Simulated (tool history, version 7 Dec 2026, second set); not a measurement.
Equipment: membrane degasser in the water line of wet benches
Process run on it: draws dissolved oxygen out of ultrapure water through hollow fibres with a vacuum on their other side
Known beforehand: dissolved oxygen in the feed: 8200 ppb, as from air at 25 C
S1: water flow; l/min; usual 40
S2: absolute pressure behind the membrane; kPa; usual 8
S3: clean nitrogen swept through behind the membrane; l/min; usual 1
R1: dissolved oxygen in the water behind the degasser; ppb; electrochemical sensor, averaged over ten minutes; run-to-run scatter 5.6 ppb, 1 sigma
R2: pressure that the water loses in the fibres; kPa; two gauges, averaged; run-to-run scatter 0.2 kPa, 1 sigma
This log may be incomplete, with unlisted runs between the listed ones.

run,day,S1,S2,S3,R1,R2
1,0,40,8,1,600.2,45.55
2,3.142,40,8,1,591.2,45.43
3,7.746,40,8,1,598.9,45.68
4,12.746,40,8,1,600.7,46.01
5,16.204,40,8,1,607.7,45.64
# day 16.9: vacuum gauge calibrated
6,19.133,40,8,1,596.8,45.54
7,24.138,50,8,1,719,57.2
8,28.854,50,8,1,727.4,56.79
9,34.396,50,8,1,718.7,57.02
10,38.308,33,8,1.46,414.6,37.78
11,42.683,33,8,1.46,415.9,37.87
12,45.912,56,12.06,0.98,1113.2,63.68
13,49.525,56,12.06,0.98,1151.2,64.12
14,54.179,56,12.06,0.98,1143,64.21
15,56.85,46,12.99,1.03,1027.5,52.59
16,62.212,33,8,0.85,548,37.51
17,65.525,27,12.21,1.61,477.3,30.92
18,68.579,33,12.21,0.4,1266.9,37.98

Predict each of these 4 candidate next runs independently; none follows another, all start after run 18:
A,72.279,33,8.81,1.66,?,?
B,72.279,40,13.36,1,?,?
C,72.279,33,12.21,0.71,?,?
D,72.279,42,14.85,0.54,?,?

run,R1,R2
A,435.8,38.12
B,956.7,45.43
C,927.8,37.57
D,1512.3,48.15
Take away the tool's hidden state, keep each run's random variation, and the runs would have read:
run,R1,R2
A,400.6,36.24
B,920.2,43.16
C,896.1,35.69
D,1481.3,45.74
